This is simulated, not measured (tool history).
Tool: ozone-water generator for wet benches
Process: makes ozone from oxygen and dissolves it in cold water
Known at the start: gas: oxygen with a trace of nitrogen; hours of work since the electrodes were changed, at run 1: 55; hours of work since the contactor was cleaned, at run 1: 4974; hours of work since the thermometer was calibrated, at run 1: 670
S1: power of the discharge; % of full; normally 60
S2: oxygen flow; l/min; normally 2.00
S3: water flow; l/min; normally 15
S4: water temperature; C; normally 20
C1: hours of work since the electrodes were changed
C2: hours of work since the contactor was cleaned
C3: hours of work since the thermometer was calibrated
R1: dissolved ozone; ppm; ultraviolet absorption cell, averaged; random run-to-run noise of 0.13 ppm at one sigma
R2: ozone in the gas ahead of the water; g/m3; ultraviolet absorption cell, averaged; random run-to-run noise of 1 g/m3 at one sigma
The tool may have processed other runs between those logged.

{"run": 1, "hour": 0.0, "S1": 60, "S2": 2.0, "S3": 15, "S4": 20, "C1": 55, "C2": 4974, "C3": 670, "R1": 12.7, "R2": 181.1}
{"run": 2, "hour": 50.9, "S1": 60, "S2": 2.0, "S3": 15, "S4": 20, "C1": 94, "C2": 5013, "C3": 709, "R1": 12.7, "R2": 182.5}
{"run": 3, "hour": 122.7, "S1": 60, "S2": 2.0, "S3": 14, "S4": 20, "C1": 150, "C2": 5068, "C3": 764, "R1": 13.7, "R2": 178.3}
{"run": 4, "hour": 169.1, "S1": 60, "S2": 2.0, "S3": 15, "S4": 20, "C1": 185, "C2": 5104, "C3": 800, "R1": 12.6, "R2": 178.8}
{"run": 5, "hour": 219.7, "S1": 60, "S2": 2.0, "S3": 15, "S4": 20, "C1": 224, "C2": 5143, "C3": 839, "R1": 12.8, "R2": 178.4}
{"run": 6, "hour": 273.9, "S1": 60, "S2": 2.0, "S3": 15, "S4": 20, "C1": 266, "C2": 5185, "C3": 881, "R1": 12.9, "R2": 181.0}
{"run": 7, "hour": 333.3, "S1": 60, "S2": 2.0, "S3": 15, "S4": 20, "C1": 312, "C2": 5231, "C3": 927, "R1": 12.5, "R2": 179.8}
{"run": 8, "hour": 386.6, "S1": 60, "S2": 2.0, "S3": 15, "S4": 20, "C1": 353, "C2": 5272, "C3": 968, "R1": 12.6, "R2": 180.0}
{"run": 9, "hour": 450.9, "S1": 60, "S2": 2.0, "S3": 15, "S4": 20, "C1": 402, "C2": 5321, "C3": 1017, "R1": 12.7, "R2": 180.0}
{"run": 10, "hour": 514.6, "S1": 60, "S2": 2.0, "S3": 10, "S4": 20, "C1": 452, "C2": 5370, "C3": 1066, "R1": 18.5, "R2": 179.0}
{"run": 11, "hour": 554.2, "S1": 60, "S2": 2.0, "S3": 10, "S4": 20, "C1": 482, "C2": 5401, "C3": 1097, "R1": 18.3, "R2": 179.5}
{"run": 12, "hour": 591.5, "S1": 60, "S2": 2.0, "S3": 10, "S4": 13, "C1": 511, "C2": 5430, "C3": 1126, "R1": 20.0, "R2": 180.1}
{"run": 13, "hour": 666.2, "S1": 60, "S2": 2.0, "S3": 11, "S4": 12, "C1": 568, "C2": 5487, "C3": 1183, "R1": 18.4, "R2": 178.2}
{"run": 14, "hour": 715.5, "S1": 60, "S2": 3.19, "S3": 11, "S4": 14, "C1": 606, "C2": 5525, "C3": 1221, "R1": 17.4, "R2": 127.7}
{"run": 15, "hour": 783.8, "S1": 54, "S2": 2.37, "S3": 10, "S4": 20, "C1": 659, "C2": 5578, "C3": 1274, "R1": 16.5, "R2": 144.1}
{"run": 16, "hour": 859.6, "S1": 51, "S2": 1.08, "S3": 13, "S4": 20, "C1": 717, "C2": 5636, "C3": 1332, "R1": 12.3, "R2": 238.4}
{"run": 17, "hour": 909.0, "S1": 41, "S2": 2.0, "S3": 15, "S4": 14, "C1": 755, "C2": 5674, "C3": 1370, "R1": 9.7, "R2": 131.1}
{"run": 18, "hour": 974.6, "S1": 41, "S2": 2.0, "S3": 15, "S4": 14, "C1": 806, "C2": 5725, "C3": 1421, "R1": 9.8, "R2": 131.5}
{"run": 19, "hour": 1020.3, "S1": 41, "S2": 2.0, "S3": 15, "S4": 14, "C1": 841, "C2": 5760, "C3": 1456, "R1": 9.5, "R2": 130.0}
{"run": 20, "hour": 1087.7, "S1": 41, "S2": 2.0, "S3": 19, "S4": 18, "C1": 893, "C2": 5812, "C3": 1508, "R1": 7.2, "R2": 130.3}
{"run": 21, "hour": 1162.1, "S1": 41, "S2": 2.06, "S3": 19, "S4": 14, "C1": 950, "C2": 5869, "C3": 1565, "R1": 7.5, "R2": 127.1}

Below are 4 alternative next runs, each starting from the tool's condition after run 21. Predict each:
{"run": "A", "hour": 1237.5, "S1": 56, "S2": 2.23, "S3": 12, "S4": 20, "C1": 1009, "C2": 5927, "C3": 1623, "R1": "?", "R2": "?"}
{"run": "B", "hour": 1237.5, "S1": 41, "S2": 2.06, "S3": 19, "S4": 14, "C1": 1009, "C2": 5927, "C3": 1623, "R1": "?", "R2": "?"}
{"run": "C", "hour": 1237.5, "S1": 60, "S2": 3.17, "S3": 15, "S4": 15, "C1": 1009, "C2": 5927, "C3": 1623, "R1": "?", "R2": "?"}
{"run": "D", "hour": 1237.5, "S1": 60, "S2": 2.41, "S3": 15, "S4": 20, "C1": 1009, "C2": 5927, "C3": 1623, "R1": "?", "R2": "?"}

run=A R1=14.4 R2=155.1
run=B R1=7.4 R2=128.4
run=C R1=13.1 R2=128.0
run=D R1=12.6 R2=154.4
Without the tool's unlogged condition, the same runs would have read:
run=A R1=15.1 R2=157.6
run=B R1=7.8 R2=129.8
run=C R1=13.7 R2=130.2
run=D R1=13.2 R2=157.1
